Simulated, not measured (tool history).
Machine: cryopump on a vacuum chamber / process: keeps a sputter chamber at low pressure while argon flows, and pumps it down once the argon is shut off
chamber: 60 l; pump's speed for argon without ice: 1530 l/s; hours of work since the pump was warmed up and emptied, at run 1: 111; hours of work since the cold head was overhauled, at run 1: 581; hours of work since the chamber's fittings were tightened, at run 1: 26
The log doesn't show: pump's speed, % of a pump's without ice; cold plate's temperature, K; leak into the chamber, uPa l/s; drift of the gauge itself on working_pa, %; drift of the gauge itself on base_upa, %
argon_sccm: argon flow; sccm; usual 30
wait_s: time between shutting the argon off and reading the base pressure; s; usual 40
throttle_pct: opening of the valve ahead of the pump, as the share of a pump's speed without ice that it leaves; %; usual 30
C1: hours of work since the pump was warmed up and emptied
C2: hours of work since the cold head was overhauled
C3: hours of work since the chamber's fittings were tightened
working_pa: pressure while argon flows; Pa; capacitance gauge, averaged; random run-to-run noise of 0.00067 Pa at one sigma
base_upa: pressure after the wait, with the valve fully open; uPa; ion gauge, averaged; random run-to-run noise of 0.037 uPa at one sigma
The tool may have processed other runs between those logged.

Run 1, hour 0.0: usual settings; C1 111; C2 581; C3 26. Result: working_pa 0.1135 Pa, base_upa 2.07 uPa.
Run 2, hour 40.1: usual settings; C1 140; C2 610; C3 55. Result: working_pa 0.1148 Pa, base_upa 2.20 uPa.
Run 3, hour 87.8: usual settings; C1 174; C2 644; C3 89. Result: working_pa 0.1160 Pa, base_upa 2.19 uPa.
Run 4, hour 132.9: usual settings; C1 207; C2 677; C3 121. Result: working_pa 0.1168 Pa, base_upa 2.32 uPa.
Run 5, hour 161.1: usual settings; C1 227; C2 697; C3 142. Result: working_pa 0.1187 Pa, base_upa 2.33 uPa.
Run 6, hour 203.4: usual settings but argon_sccm 15 sccm; C1 258; C2 727; C3 172. Result: working_pa 0.0593 Pa, base_upa 2.25 uPa.
Run 7, hour 251.6: usual settings but argon_sccm 15 sccm; C1 292; C2 762; C3 207. Result: working_pa 0.0605 Pa, base_upa 2.38 uPa.
Run 8, hour 287.4: usual settings but throttle_pct 47 %; C1 318; C2 788; C3 233. Result: working_pa 0.0818 Pa, base_upa 2.45 uPa.
Run 9, hour 327.8: usual settings but wait_s 241 s, throttle_pct 47 %; C1 347; C2 817; C3 262. Result: working_pa 0.0830 Pa, base_upa 0.83 uPa.
Run 10, hour 351.1: usual settings; C1 364; C2 834; C3 279. Result: working_pa 0.1230 Pa, base_upa 2.50 uPa.
Run 11, hour 398.0: usual settings; C1 398; C2 868; C3 313. Result: working_pa 0.1256 Pa, base_upa 2.52 uPa.
Run 12, hour 435.6: usual settings but throttle_pct 46 %; C1 425; C2 895; C3 340. Result: working_pa 0.0874 Pa, base_upa 2.57 uPa.
At hour 463.0: pump warmed up, emptied and cooled again.
Run 13, hour 471.6: usual settings but throttle_pct 46 %; C1 6; C2 917; C3 362. Result: working_pa 0.0733 Pa, base_upa 2.40 uPa.
Run 14, hour 508.9: usual settings but throttle_pct 46 %; C1 33; C2 944; C3 389. Result: working_pa 0.0728 Pa, base_upa 2.46 uPa.
Run 15, hour 543.3: usual settings; C1 58; C2 969; C3 414. Result: working_pa 0.1123 Pa, base_upa 2.45 uPa.
Run 16, hour 568.1: usual settings; C1 76; C2 987; C3 432. Result: working_pa 0.1131 Pa, base_upa 2.51 uPa.
Run 17, hour 611.2: usual settings; C1 107; C2 1018; C3 463. Result: working_pa 0.1135 Pa, base_upa 2.55 uPa.
Run 18, hour 638.3: usual settings but argon_sccm 48 sccm, wait_s 259 s, throttle_pct 47 %; C1 126; C2 1038; C3 482. Result: working_pa 0.1202 Pa, base_upa 0.94 uPa.
Run 19, hour 667.1: usual settings but argon_sccm 48 sccm, wait_s 259 s, throttle_pct 47 %; C1 147; C2 1058; C3 503. Result: working_pa 0.1213 Pa, base_upa 0.96 uPa.
Run 20, hour 691.0: usual settings but argon_sccm 48 sccm, wait_s 259 s, throttle_pct 47 %; C1 164; C2 1076; C3 520. Result: working_pa 0.1209 Pa, base_upa 0.97 uPa.
Run 21, hour 714.8: usual settings but throttle_pct 36 %; C1 182; C2 1093; C3 538. Result: working_pa 0.0983 Pa, base_upa 2.54 uPa.
Run 22, hour 754.2: usual settings but throttle_pct 36 %; C1 210; C2 1121; C3 566. Result: working_pa 0.0992 Pa, base_upa 2.71 uPa.
Run 23, hour 775.8: usual settings but argon_sccm 15 sccm, throttle_pct 32 %; C1 226; C2 1137; C3 582. Result: working_pa 0.0558 Pa, base_upa 2.81 uPa.
Run 24, hour 797.0: usual settings but wait_s 253 s, throttle_pct 18 %; C1 241; C2 1152; C3 597. Result: working_pa 0.1931 Pa, base_upa 1.16 uPa.
Run 25, hour 828.5: usual settings but wait_s 253 s, throttle_pct 18 %; C1 264; C2 1175; C3 620. Result: working_pa 0.1933 Pa, base_upa 1.20 uPa.
Run 26, hour 850.1: usual settings but wait_s 139 s, throttle_pct 23 %; C1 279; C2 1190; C3 635. Result: working_pa 0.1535 Pa, base_upa 1.46 uPa.
Run 27, hour 869.9: usual settings but argon_sccm 17 sccm, wait_s 133 s, throttle_pct 28 %; C1 294; C2 1205; C3 650. Result: working_pa 0.0727 Pa, base_upa 1.55 uPa.
Run 28, hour 891.1: usual settings but argon_sccm 23 sccm, wait_s 30 s, throttle_pct 21 %; C1 309; C2 1220; C3 665. Result: working_pa 0.1298 Pa, base_upa 3.49 uPa.
Run 29, hour 927.9: usual settings but argon_sccm 28 sccm, wait_s 22 s, throttle_pct 22 %; C1 335; C2 1246; C3 691. Result: working_pa 0.1518 Pa, base_upa 4.44 uPa.
Run 30, hour 963.0: usual settings but throttle_pct 31 %; C1 361; C2 1272; C3 717. Result: working_pa 0.1205 Pa, base_upa 2.96 uPa.
Run 31, hour 1009.4: usual settings but argon_sccm 19 sccm, wait_s 195 s, throttle_pct 47 %; C1 394; C2 1305; C3 750. Result: working_pa 0.0538 Pa, base_upa 1.56 uPa.
Run 32, hour 1031.4: usual settings but argon_sccm 41 sccm, wait_s 78 s, throttle_pct 55 %; C1 410; C2 1321; C3 766. Result: working_pa 0.1048 Pa, base_upa 2.22 uPa.
At hour 1079.9: pump warmed up, emptied and cooled again.
Run 33, hour 1080.6: usual settings but argon_sccm 41 sccm, wait_s 78 s, throttle_pct 55 %; C1 0; C2 1353; C3 798. Result: working_pa 0.0842 Pa, base_upa 1.85 uPa.
Run 34, hour 1110.3: usual settings but argon_sccm 41 sccm, wait_s 78 s, throttle_pct 55 %; C1 22; C2 1374; C3 819. Result: working_pa 0.0847 Pa, base_upa 1.82 uPa.

Below, each run's measurement less what the same run would have read without the hidden state. Both values contain the same run-to-run variation, but the gauge's scatter may not be the same in both:
run  working_pa  base_upa
  1     +0.0033     +0.04
  2     +0.0042     +0.07
  3     +0.0054     +0.12
  4     +0.0064     +0.16
  5     +0.0073     +0.18
  6     +0.0042     +0.22
  7     +0.0048     +0.27
  8     +0.0108     +0.33
  9     +0.0120     +0.36
 10     +0.0126     +0.40
 11     +0.0143     +0.46
 12     +0.0156     +0.49
 13     +0.0010     +0.31
 14     +0.0017     +0.35
 15     +0.0024     +0.37
 16     +0.0030     +0.40
 17     +0.0039     +0.44
 18     +0.0071     +0.48
 19     +0.0082     +0.50
 20     +0.0091     +0.51
 21     +0.0062     +0.53
 22     +0.0073     +0.60
 23     +0.0039     +0.64
 24     +0.0084     +0.66
 25     +0.0094     +0.70
 26     +0.0100     +0.74
 27     +0.0059     +0.77
 28     +0.0086     +0.79
 29     +0.0115     +0.84
 30     +0.0135     +0.91
 31     +0.0095     +0.97
 32     +0.0219     +1.04
 33     +0.0013     +0.69
 34     +0.0021     +0.69
